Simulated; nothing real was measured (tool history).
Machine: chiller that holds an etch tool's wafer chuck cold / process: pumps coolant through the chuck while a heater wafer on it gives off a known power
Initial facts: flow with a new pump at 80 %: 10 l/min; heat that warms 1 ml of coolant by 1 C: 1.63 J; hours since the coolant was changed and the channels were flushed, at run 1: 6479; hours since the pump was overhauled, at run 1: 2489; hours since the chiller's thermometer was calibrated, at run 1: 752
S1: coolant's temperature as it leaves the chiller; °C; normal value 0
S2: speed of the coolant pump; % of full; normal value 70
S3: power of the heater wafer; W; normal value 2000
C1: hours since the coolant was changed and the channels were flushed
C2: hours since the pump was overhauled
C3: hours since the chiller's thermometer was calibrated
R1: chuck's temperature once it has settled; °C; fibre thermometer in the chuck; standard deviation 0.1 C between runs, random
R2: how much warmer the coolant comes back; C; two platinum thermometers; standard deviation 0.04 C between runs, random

run,hour,S1,S2,S3,C1,C2,C3,R1,R2
1,0,0,70,2000,6479,2489,752,30.4,8.93
2,85.1,0,70,2000,6564,2574,837,30.7,8.98
3,169.9,0,70,2000,6648,2659,922,30.7,9.01
4,256.4,0,70,2000,6735,2746,1008,30.7,9.06
5,383.9,0,70,2000,6862,2873,1136,31.1,9.04
6,474.8,0,70,2000,6953,2964,1227,31.1,9.01
7,528.4,0,70,2000,7007,3018,1280,31.2,9.02
8,633.9,0,70,2000,7113,3123,1386,31.2,9.12
9,758.2,0,70,2000,7237,3247,1510,31.4,9.11
10,866.3,0,70,2000,7345,3356,1618,31.5,9.17
11,969.3,0,70,1538,7448,3459,1721,24.3,7.01
12,1023.3,0,70,2000,7502,3512,1775,31.8,9.17
13,1099.2,0,70,2000,7578,3588,1851,31.8,9.1
# hour 1211.4: coolant changed, channels flushed
14,1226.8,0,70,2000,15,3710,1973,26.4,9.13
15,1302,0,70,2000,91,3785,2048,26.2,9.21
16,1395.3,0,70,2000,184,3879,2141,26.5,9.24
17,1484.4,-4,96,1284,273,3968,2230,8.8,4.23

Run 18 comes next. What will it give?
18,1559.7,0,75,2000,348,4043,2306,?,?

Run 18 yielded R1 25.1 °C, R2 8.64 C.
Were there no unlogged condition in the tool, this run, its random variation unchanged, would have produced R1 23.5 °C, R2 8.04 C.

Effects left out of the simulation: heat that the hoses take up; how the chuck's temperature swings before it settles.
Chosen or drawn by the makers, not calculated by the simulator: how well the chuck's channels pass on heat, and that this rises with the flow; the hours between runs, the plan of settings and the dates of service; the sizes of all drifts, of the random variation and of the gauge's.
